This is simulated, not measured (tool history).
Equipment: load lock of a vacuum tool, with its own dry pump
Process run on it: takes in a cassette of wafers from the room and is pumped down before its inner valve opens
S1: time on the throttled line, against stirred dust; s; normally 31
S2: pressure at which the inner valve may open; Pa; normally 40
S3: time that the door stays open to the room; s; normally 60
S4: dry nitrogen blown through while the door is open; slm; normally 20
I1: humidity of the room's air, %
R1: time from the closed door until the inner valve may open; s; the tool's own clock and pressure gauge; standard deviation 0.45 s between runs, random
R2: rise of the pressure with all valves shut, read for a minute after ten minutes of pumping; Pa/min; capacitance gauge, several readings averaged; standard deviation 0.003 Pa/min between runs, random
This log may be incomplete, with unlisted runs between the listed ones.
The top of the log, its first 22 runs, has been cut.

Run 23, hour 2133.8: usual settings but S1 30 s, S2 39 Pa, S3 30 s, S4 29 slm; I1 46.1. Result: R1 55.7 s, R2 0.025 Pa/min.
Run 24, hour 2254.5: usual settings but S1 47 s; I1 42.1. Result: R1 69.8 s, R2 0.030 Pa/min.
Run 25, hour 2354.9: usual settings but S1 45 s, S4 4 slm; I1 43.4. Result: R1 68.2 s, R2 0.041 Pa/min.
Run 26, hour 2468.4: usual settings but S1 45 s, S2 57 Pa, S3 40 s, S4 10 slm; I1 48.9. Result: R1 67.2 s, R2 0.034 Pa/min.
Run 27, hour 2554.7: usual settings but S1 36 s, S2 33 Pa, S3 40 s, S4 16 slm; I1 48.0. Result: R1 61.4 s, R2 0.035 Pa/min.
Run 28, hour 2629.8: usual settings but S1 41 s, S3 92 s; I1 42.3. Result: R1 64.1 s, R2 0.037 Pa/min.
Run 29, hour 2712.5: usual settings but S1 41 s, S2 46 Pa, S3 92 s, S4 7 slm; I1 44.9. Result: R1 64.1 s, R2 0.048 Pa/min.
Run 30, hour 2822.4: usual settings but S1 41 s, S2 30 Pa, S3 92 s, S4 15 slm; I1 49.8. Result: R1 65.8 s, R2 0.041 Pa/min.
Run 31, hour 2887.3: usual settings but S1 58 s, S2 41 Pa, S3 85 s, S4 15 slm; I1 47.5. Result: R1 79.2 s, R2 0.039 Pa/min.
Run 32, hour 2993.3: usual settings but S1 58 s, S2 41 Pa, S3 85 s, S4 15 slm; I1 48.1. Result: R1 78.8 s, R2 0.036 Pa/min.
Run 33, hour 3122.5: usual settings but S2 41 Pa, S4 5 slm; I1 49.4. Result: R1 55.8 s, R2 0.043 Pa/min.
Run 34, hour 3195.9: usual settings but S2 41 Pa, S4 5 slm; I1 45.9. Result: R1 56.4 s, R2 0.043 Pa/min.
Run 35, hour 3304.6: usual settings but S2 41 Pa, S4 5 slm; I1 47.2. Result: R1 56.3 s, R2 0.044 Pa/min.
Run 36, hour 3374.6: usual settings but S1 24 s, S3 33 s, S4 4 slm; I1 43.4. Result: R1 50.2 s, R2 0.041 Pa/min.
Run 37, hour 3488.2: usual settings but S1 29 s; I1 45.5. Result: R1 54.3 s, R2 0.034 Pa/min.

What if the next run were any one of these 3? Each begins from the tool's condition after run 37:
Run A, hour 3558.9: usual settings but S1 45 s, S3 37 s, S4 42 slm; I1 46.0. Result: R1 ?, R2 ?.
Run B, hour 3558.9: usual settings but S1 39 s, S3 45 s, S4 6 slm; I1 47.4. Result: R1 ?, R2 ?.
Run C, hour 3558.9: usual settings but S1 25 s, S4 17 slm; I1 43.9. Result: R1 ?, R2 ?.

run    R1     R2
  A  67.5  0.019
  B  63.1  0.038
  C  51.6  0.033
With no hidden state in the tool, these same runs would have given:
run    R1     R2
  A  67.5  0.019
  B  63.1  0.038
  C  51.6  0.032
